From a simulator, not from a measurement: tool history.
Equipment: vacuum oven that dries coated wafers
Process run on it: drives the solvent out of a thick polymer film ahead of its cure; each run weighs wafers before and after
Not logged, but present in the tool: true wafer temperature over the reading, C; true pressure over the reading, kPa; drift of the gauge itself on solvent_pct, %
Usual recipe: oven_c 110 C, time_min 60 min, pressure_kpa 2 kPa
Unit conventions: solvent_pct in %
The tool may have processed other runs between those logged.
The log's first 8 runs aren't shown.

run	hour	oven_c	time_min	pressure_kpa	hours of work since the thermocouples were calibrated	hours of work since the vacuum gauge was cleaned of residue	solvent_pct
9	71.1	110	60	2	425	197	1.245
10	80.1	110	60	2	432	204	1.26
11	93	110	60	2	441	214	1.267
12	98.5	110	60	2	445	218	1.246
13	110.9	110	67	2	454	227	1.088
14	116.5	110	67	2	459	231	1.102
15	130.1	110	67	2	469	241	1.093
16	136.2	110	67	2	473	246	1.097
17	148	110	67	1.65	482	254	0.968
18	161.4	104	72	2	492	264	1.805
19	168.8	104	72	2	497	270	1.809
20	182.1	104	72	2	507	280	1.794
21	192.1	104	72	2	515	287	1.781
22	201.6	115	94	3.23	522	294	1.006
23	208	110	31	2	526	299	3.046
24	218.6	115	36	2	534	307	1.51
25	225.4	115	36	2	539	312	1.522
26	233.4	115	36	2	545	318	1.526
27	246.3	115	36	2	555	327	1.522
28	256	115	62	3.65	562	334	1.257
29	265.6	113	65	3.16	569	341	1.233
30	279.1	113	65	3.16	579	351	1.226
31	288.1	108	34	5.38	586	358	4.246
32	294.7	108	34	5.38	591	363	4.25

Each row is a separate what-if for the run after 32, all from the same tool condition, not one after another. Results?
A	305	119	88	1.09	598	371	?
B	305	108	34	4.01	598	371	?
C	305	110	54	2	598	371	?
D	305	104	60	2.07	598	371	?

run	solvent_pct
A	0.333
B	3.816
C	1.424
D	2.281
With the hidden condition removed and each run's random variation left untouched, the same runs would have given:
run	solvent_pct
A	0.307
B	4.23
C	1.627
D	2.593

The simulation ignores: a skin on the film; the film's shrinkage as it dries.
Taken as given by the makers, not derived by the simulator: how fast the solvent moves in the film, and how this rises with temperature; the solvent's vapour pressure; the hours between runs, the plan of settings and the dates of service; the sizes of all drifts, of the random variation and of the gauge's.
